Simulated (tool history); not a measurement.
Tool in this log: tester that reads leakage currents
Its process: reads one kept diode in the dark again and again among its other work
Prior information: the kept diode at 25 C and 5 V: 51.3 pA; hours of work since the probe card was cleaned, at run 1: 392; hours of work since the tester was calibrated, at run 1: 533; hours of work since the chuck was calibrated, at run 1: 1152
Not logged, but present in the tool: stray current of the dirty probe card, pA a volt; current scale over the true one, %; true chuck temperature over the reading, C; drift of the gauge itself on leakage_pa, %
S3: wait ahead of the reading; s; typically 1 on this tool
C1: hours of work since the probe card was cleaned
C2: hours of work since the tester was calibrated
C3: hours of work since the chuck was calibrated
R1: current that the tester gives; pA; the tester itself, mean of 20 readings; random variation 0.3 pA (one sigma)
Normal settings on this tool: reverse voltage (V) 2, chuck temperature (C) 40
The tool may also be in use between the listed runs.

run 1 hour=0 | reverse_voltage_(V)=2 chuck_temperature_(C)=40 S3=1 | C1=392 C2=533 C3=1152 | R1=106.46
run 2 hour=16 | reverse_voltage_(V)=2 chuck_temperature_(C)=40 S3=1 | C1=403 C2=544 C3=1162 | R1=106.25
run 3 hour=34 | reverse_voltage_(V)=2 chuck_temperature_(C)=40 S3=1 | C1=415 C2=556 C3=1175 | R1=106.9
run 4 hour=60.9 | reverse_voltage_(V)=2 chuck_temperature_(C)=32 S3=1 | C1=433 C2=574 C3=1193 | R1=61.21
run 5 hour=81.5 | reverse_voltage_(V)=2 chuck_temperature_(C)=32 S3=1 | C1=447 C2=588 C3=1207 | R1=61.27
run 6 hour=98.5 | reverse_voltage_(V)=2 chuck_temperature_(C)=40 S3=0.56 | C1=459 C2=599 C3=1218 | R1=107.72
run 7 hour=114.5 | reverse_voltage_(V)=2 chuck_temperature_(C)=40 S3=0.56 | C1=470 C2=610 C3=1229 | R1=107.89
run 8 hour=127.5 | reverse_voltage_(V)=2 chuck_temperature_(C)=39 S3=0.56 | C1=478 C2=619 C3=1238 | R1=100.46
run 9 hour=148.5 | reverse_voltage_(V)=2 chuck_temperature_(C)=40 S3=4.52 | C1=492 C2=633 C3=1252 | R1=107.71
run 10 hour=174.6 | reverse_voltage_(V)=2 chuck_temperature_(C)=40 S3=4.52 | C1=510 C2=651 C3=1269 | R1=108.3
run 11 hour=193 | reverse_voltage_(V)=2 chuck_temperature_(C)=40 S3=4.52 | C1=522 C2=663 C3=1282 | R1=107.72
run 12 hour=206.3 | reverse_voltage_(V)=2 chuck_temperature_(C)=40 S3=4.52 | C1=531 C2=672 C3=1291 | R1=108.12
run 13 hour=226.7 | reverse_voltage_(V)=2 chuck_temperature_(C)=40 S3=4.52 | C1=545 C2=686 C3=1304 | R1=108.33
-- hour=248.9 chuck's temperature calibrated
run 14 hour=260 | reverse_voltage_(V)=2 chuck_temperature_(C)=40 S3=4.52 | C1=566 C2=707 C3=7 | R1=97.27
run 15 hour=287.8 | reverse_voltage_(V)=2 chuck_temperature_(C)=54 S3=1 | C1=585 C2=726 C3=26 | R1=246.63
run 16 hour=307.9 | reverse_voltage_(V)=2 chuck_temperature_(C)=36 S3=1 | C1=599 C2=739 C3=40 | R1=73.57
run 17 hour=335.6 | reverse_voltage_(V)=2 chuck_temperature_(C)=41 S3=1 | C1=617 C2=758 C3=58 | R1=104.43
run 18 hour=349.1 | reverse_voltage_(V)=2.45 chuck_temperature_(C)=41 S3=1 | C1=626 C2=767 C3=68 | R1=116.15
run 19 hour=373.3 | reverse_voltage_(V)=2.45 chuck_temperature_(C)=41 S3=1 | C1=643 C2=783 C3=84 | R1=116.61
run 20 hour=402 | reverse_voltage_(V)=2.45 chuck_temperature_(C)=41 S3=1 | C1=662 C2=803 C3=103 | R1=116.24
run 21 hour=427.5 | reverse_voltage_(V)=3.24 chuck_temperature_(C)=36 S3=9.23 | C1=679 C2=820 C3=120 | R1=95.34
run 22 hour=459.8 | reverse_voltage_(V)=2.56 chuck_temperature_(C)=29 S3=1.34 | C1=701 C2=842 C3=142 | R1=51.63
run 23 hour=482.6 | reverse_voltage_(V)=5.51 chuck_temperature_(C)=30 S3=1.34 | C1=716 C2=857 C3=158 | R1=83.58
run 24 hour=514.8 | reverse_voltage_(V)=1.78 chuck_temperature_(C)=30 S3=0.38 | C1=738 C2=879 C3=179 | R1=46.25
run 25 hour=541.5 | reverse_voltage_(V)=4.63 chuck_temperature_(C)=44 S3=7.28 | C1=756 C2=897 C3=197 | R1=199.98
run 26 hour=562.4 | reverse_voltage_(V)=3.68 chuck_temperature_(C)=21 S3=0.36 | C1=770 C2=911 C3=211 | R1=36.18
run 27 hour=577.7 | reverse_voltage_(V)=7.09 chuck_temperature_(C)=26 S3=1 | C1=780 C2=921 C3=222 | R1=73.22
run 28 hour=594 | reverse_voltage_(V)=7.03 chuck_temperature_(C)=24 S3=1.8 | C1=791 C2=932 C3=233 | R1=63.47
run 29 hour=613.4 | reverse_voltage_(V)=7.99 chuck_temperature_(C)=24 S3=2.12 | C1=805 C2=945 C3=246 | R1=67.89
run 30 hour=641.8 | reverse_voltage_(V)=1.34 chuck_temperature_(C)=38 S3=1 | C1=824 C2=964 C3=265 | R1=71.02
run 31 hour=671.7 | reverse_voltage_(V)=11.9 chuck_temperature_(C)=28 S3=0.86 | C1=844 C2=985 C3=285 | R1=113.98
run 32 hour=685.4 | reverse_voltage_(V)=2 chuck_temperature_(C)=49 S3=1 | C1=853 C2=994 C3=294 | R1=182.75
run 33 hour=698.5 | reverse_voltage_(V)=14.27 chuck_temperature_(C)=37 S3=5.68 | C1=862 C2=1003 C3=303 | R1=228.63
run 34 hour=727.4 | reverse_voltage_(V)=14.27 chuck_temperature_(C)=49 S3=5.68 | C1=881 C2=1022 C3=323 | R1=502.05
run 35 hour=759.3 | reverse_voltage_(V)=14.27 chuck_temperature_(C)=49 S3=5.68 | C1=903 C2=1044 C3=344 | R1=501.34
run 36 hour=780.2 | reverse_voltage_(V)=10.91 chuck_temperature_(C)=28 S3=1.74 | C1=917 C2=1058 C3=358 | R1=109.32
run 37 hour=807.4 | reverse_voltage_(V)=7.68 chuck_temperature_(C)=41 S3=1.85 | C1=935 C2=1076 C3=377 | R1=216.72
run 38 hour=834.3 | reverse_voltage_(V)=1.98 chuck_temperature_(C)=52 S3=7.86 | C1=953 C2=1094 C3=395 | R1=221
run 39 hour=859.2 | reverse_voltage_(V)=2 chuck_temperature_(C)=40 S3=3.85 | C1=970 C2=1111 C3=412 | R1=101.5
run 40 hour=879.6 | reverse_voltage_(V)=2 chuck_temperature_(C)=21 S3=0.68 | C1=984 C2=1125 C3=425 | R1=26.64

4 ways to go on from here, each from the tool as it stands after run 40. What would each give?
run A hour=895.2 | reverse_voltage_(V)=2 chuck_temperature_(C)=37 S3=0.51 | C1=995 C2=1135 C3=436 | R1=?
run B hour=895.2 | reverse_voltage_(V)=4.55 chuck_temperature_(C)=21 S3=0.68 | C1=995 C2=1135 C3=436 | R1=?
run C hour=895.2 | reverse_voltage_(V)=2 chuck_temperature_(C)=21 S3=1.15 | C1=995 C2=1135 C3=436 | R1=?
run D hour=895.2 | reverse_voltage_(V)=2 chuck_temperature_(C)=42 S3=0.68 | C1=995 C2=1135 C3=436 | R1=?

run=A R1=82.74
run=B R1=42.4
run=C R1=26.53
run=D R1=116
Without the tool's hidden state the same runs would have given:
run=A R1=78.73
run=B R1=36.37
run=C R1=23.69
run=D R1=111.34
